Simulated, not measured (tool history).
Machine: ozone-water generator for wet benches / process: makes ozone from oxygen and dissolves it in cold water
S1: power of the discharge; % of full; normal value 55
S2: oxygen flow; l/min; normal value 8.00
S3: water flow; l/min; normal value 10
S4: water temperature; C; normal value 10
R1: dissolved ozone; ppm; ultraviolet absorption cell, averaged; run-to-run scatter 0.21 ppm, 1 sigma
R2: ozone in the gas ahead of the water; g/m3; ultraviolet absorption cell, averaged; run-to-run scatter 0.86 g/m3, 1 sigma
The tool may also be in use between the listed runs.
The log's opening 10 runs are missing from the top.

Run 11, hour 342.6: usual settings but S3 7 l/min. Result: R1 36.2 ppm, R2 139.7 g/m3.
Run 12, hour 396.6: usual settings but S3 7 l/min. Result: R1 36.2 ppm, R2 139.3 g/m3.
Run 13, hour 432.4: usual settings. Result: R1 30.1 ppm, R2 137.6 g/m3.
Run 14, hour 464.7: usual settings. Result: R1 30.6 ppm, R2 139.1 g/m3.
Run 15, hour 493.0: usual settings. Result: R1 30.6 ppm, R2 138.8 g/m3.
Run 16, hour 536.0: usual settings but S4 17 C. Result: R1 26.3 ppm, R2 140.4 g/m3.
Run 17, hour 562.7: usual settings but S4 17 C. Result: R1 25.9 ppm, R2 139.7 g/m3.
Run 18, hour 597.3: usual settings but S4 17 C. Result: R1 26.2 ppm, R2 140.2 g/m3.
Run 19, hour 642.6: usual settings but S2 4.46 l/min. Result: R1 36.5 ppm, R2 208.4 g/m3.

Run 20 comes next. What will it give?
Run 20, hour 686.7: usual settings but S1 56 % of full, S2 6.03 l/min, S4 5 C. Result: R1 ?, R2 ?.

{"run 20": {"R1": 37.3, "R2": 170.0}}
Without the tool's hidden state the same run would have given R1 37.3 ppm, R2 170.1 g/m3.

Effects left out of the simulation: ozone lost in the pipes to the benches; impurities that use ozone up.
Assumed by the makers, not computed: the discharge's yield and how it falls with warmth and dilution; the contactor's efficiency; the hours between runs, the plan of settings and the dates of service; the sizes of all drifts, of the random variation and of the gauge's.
